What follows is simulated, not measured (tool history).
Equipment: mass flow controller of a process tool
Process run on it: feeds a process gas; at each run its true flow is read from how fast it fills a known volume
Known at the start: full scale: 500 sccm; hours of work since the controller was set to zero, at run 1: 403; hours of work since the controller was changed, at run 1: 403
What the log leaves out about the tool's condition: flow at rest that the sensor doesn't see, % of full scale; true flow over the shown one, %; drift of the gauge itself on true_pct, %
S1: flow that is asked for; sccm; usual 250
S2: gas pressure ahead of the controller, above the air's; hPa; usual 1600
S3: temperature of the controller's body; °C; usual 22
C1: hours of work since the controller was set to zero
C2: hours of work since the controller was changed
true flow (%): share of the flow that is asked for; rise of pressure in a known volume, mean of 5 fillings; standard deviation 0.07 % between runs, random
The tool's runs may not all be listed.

run 1 hour=0.0 | S1=250 S2=1600 S3=22 | C1=403 C2=403 | true_flow_(%)=98.70
run 2 hour=49.6 | S1=250 S2=1600 S3=22 | C1=427 C2=427 | true_flow_(%)=98.61
run 3 hour=117.1 | S1=250 S2=1600 S3=26 | C1=461 C2=461 | true_flow_(%)=98.22
run 4 hour=183.3 | S1=250 S2=1600 S3=26 | C1=493 C2=493 | true_flow_(%)=98.08
run 5 hour=246.7 | S1=250 S2=1600 S3=22 | C1=525 C2=525 | true_flow_(%)=98.56
run 6 hour=284.9 | S1=250 S2=1600 S3=23 | C1=543 C2=543 | true_flow_(%)=98.31
run 7 hour=367.9 | S1=250 S2=2410 S3=22 | C1=584 C2=584 | true_flow_(%)=99.10
run 8 hour=449.2 | S1=250 S2=1600 S3=22 | C1=625 C2=625 | true_flow_(%)=98.52
run 9 hour=502.9 | S1=250 S2=1600 S3=22 | C1=651 C2=651 | true_flow_(%)=98.48
run 10 hour=562.6 | S1=250 S2=1600 S3=22 | C1=681 C2=681 | true_flow_(%)=98.55
run 11 hour=625.8 | S1=250 S2=1600 S3=22 | C1=712 C2=712 | true_flow_(%)=98.56
run 12 hour=682.0 | S1=250 S2=1600 S3=22 | C1=739 C2=739 | true_flow_(%)=98.34
run 13 hour=763.4 | S1=250 S2=1600 S3=22 | C1=780 C2=780 | true_flow_(%)=98.45
run 14 hour=811.4 | S1=250 S2=1600 S3=22 | C1=803 C2=803 | true_flow_(%)=98.31
run 15 hour=851.2 | S1=250 S2=1600 S3=22 | C1=823 C2=823 | true_flow_(%)=98.23
run 16 hour=888.1 | S1=250 S2=1600 S3=32 | C1=841 C2=841 | true_flow_(%)=97.18
run 17 hour=937.7 | S1=250 S2=1600 S3=32 | C1=866 C2=866 | true_flow_(%)=97.09
run 18 hour=986.0 | S1=250 S2=1600 S3=22 | C1=890 C2=890 | true_flow_(%)=98.25
run 19 hour=1033.9 | S1=250 S2=1600 S3=22 | C1=913 C2=913 | true_flow_(%)=98.30
run 20 hour=1100.2 | S1=250 S2=1600 S3=22 | C1=946 C2=946 | true_flow_(%)=98.22
-- hour=1104.3 controller's zero set anew
run 21 hour=1180.8 | S1=250 S2=1600 S3=22 | C1=38 C2=985 | true_flow_(%)=98.13
run 22 hour=1251.8 | S1=250 S2=1600 S3=39 | C1=73 C2=1021 | true_flow_(%)=96.07
run 23 hour=1302.5 | S1=250 S2=1600 S3=31 | C1=98 C2=1046 | true_flow_(%)=96.91
-- hour=1357.2 controller's zero set anew, once more
run 24 hour=1374.1 | S1=111 S2=1950 S3=20 | C1=8 C2=1081 | true_flow_(%)=98.56
run 25 hour=1409.2 | S1=126 S2=2520 S3=25 | C1=26 C2=1098 | true_flow_(%)=98.51
run 26 hour=1487.1 | S1=126 S2=2520 S3=25 | C1=64 C2=1136 | true_flow_(%)=98.40
run 27 hour=1560.5 | S1=126 S2=2520 S3=25 | C1=100 C2=1173 | true_flow_(%)=98.33
run 28 hour=1645.8 | S1=126 S2=2520 S3=25 | C1=142 C2=1215 | true_flow_(%)=98.19
run 29 hour=1710.3 | S1=126 S2=2520 S3=25 | C1=174 C2=1247 | true_flow_(%)=98.25
run 30 hour=1773.1 | S1=126 S2=2520 S3=25 | C1=205 C2=1278 | true_flow_(%)=98.20
run 31 hour=1838.4 | S1=243 S2=2530 S3=22 | C1=238 C2=1310 | true_flow_(%)=99.19
run 32 hour=1919.6 | S1=243 S2=2530 S3=22 | C1=278 C2=1350 | true_flow_(%)=99.05
run 33 hour=1980.3 | S1=479 S2=1600 S3=22 | C1=308 C2=1380 | true_flow_(%)=99.28
run 34 hour=2036.5 | S1=55 S2=2290 S3=30 | C1=335 C2=1408 | true_flow_(%)=96.74
run 35 hour=2091.5 | S1=55 S2=2290 S3=30 | C1=363 C2=1435 | true_flow_(%)=96.60
run 36 hour=2168.1 | S1=55 S2=2290 S3=30 | C1=400 C2=1473 | true_flow_(%)=96.43
run 37 hour=2208.4 | S1=217 S2=1950 S3=29 | C1=420 C2=1492 | true_flow_(%)=97.67
run 38 hour=2274.4 | S1=217 S2=1990 S3=29 | C1=453 C2=1525 | true_flow_(%)=97.64
run 39 hour=2336.2 | S1=74 S2=2160 S3=29 | C1=483 C2=1556 | true_flow_(%)=96.72

4 options for the next run, each taken on its own from the tool as it stands now. Forecast them:
run A hour=2406.9 | S1=108 S2=2070 S3=22 | C1=518 C2=1590 | true_flow_(%)=?
run B hour=2406.9 | S1=74 S2=1430 S3=29 | C1=518 C2=1590 | true_flow_(%)=?
run C hour=2406.9 | S1=250 S2=2220 S3=34 | C1=518 C2=1590 | true_flow_(%)=?
run D hour=2406.9 | S1=247 S2=2260 S3=31 | C1=518 C2=1590 | true_flow_(%)=?

run=A true_flow_(%)=97.87
run=B true_flow_(%)=96.10
run=C true_flow_(%)=97.51
run=D true_flow_(%)=97.65
With no hidden state in the tool, these same runs would have given:
run=A true_flow_(%)=99.06
run=B true_flow_(%)=97.57
run=C true_flow_(%)=98.36
run=D true_flow_(%)=98.50

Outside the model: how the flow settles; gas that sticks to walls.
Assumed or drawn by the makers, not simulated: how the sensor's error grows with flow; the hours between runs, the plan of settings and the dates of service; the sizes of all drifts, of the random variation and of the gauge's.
